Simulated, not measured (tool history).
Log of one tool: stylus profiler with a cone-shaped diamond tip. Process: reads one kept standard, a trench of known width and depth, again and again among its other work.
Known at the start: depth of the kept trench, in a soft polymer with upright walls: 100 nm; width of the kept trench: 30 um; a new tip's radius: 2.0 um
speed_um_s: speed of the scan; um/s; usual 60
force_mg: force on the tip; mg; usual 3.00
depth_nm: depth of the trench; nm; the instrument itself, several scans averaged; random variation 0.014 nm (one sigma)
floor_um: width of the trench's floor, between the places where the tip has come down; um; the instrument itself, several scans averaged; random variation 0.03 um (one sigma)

run,hour,speed_um_s,force_mg,depth_nm,floor_um
1,0.0,60,3.00,101.22,28.63
2,20.0,60,3.00,101.23,28.62
3,33.0,60,8.00,102.35,28.64
4,44.1,60,8.00,102.35,28.63
5,55.8,60,3.19,101.28,28.59
6,68.1,60,3.00,101.23,28.68
7,87.5,60,3.00,101.18,28.63
8,104.1,60,3.00,101.24,28.63
9,115.0,60,3.00,101.20,28.60
10,133.3,60,3.37,101.32,28.62
11,148.0,60,3.37,101.33,28.64
12,170.4,60,3.00,101.22,28.63
13,185.5,70,1.23,100.68,28.53
14,202.3,222,1.20,100.67,28.08
15,218.9,16,6.99,102.16,28.72
16,232.8,28,4.03,101.49,28.66

Forecast run 17:
17,254.2,28,4.03,?,?

depth_nm: 101.49 nm
floor_um: 28.64 um
Without the tool's hidden state the same run would have given depth_nm 101.49 nm, floor_um 28.66 um.
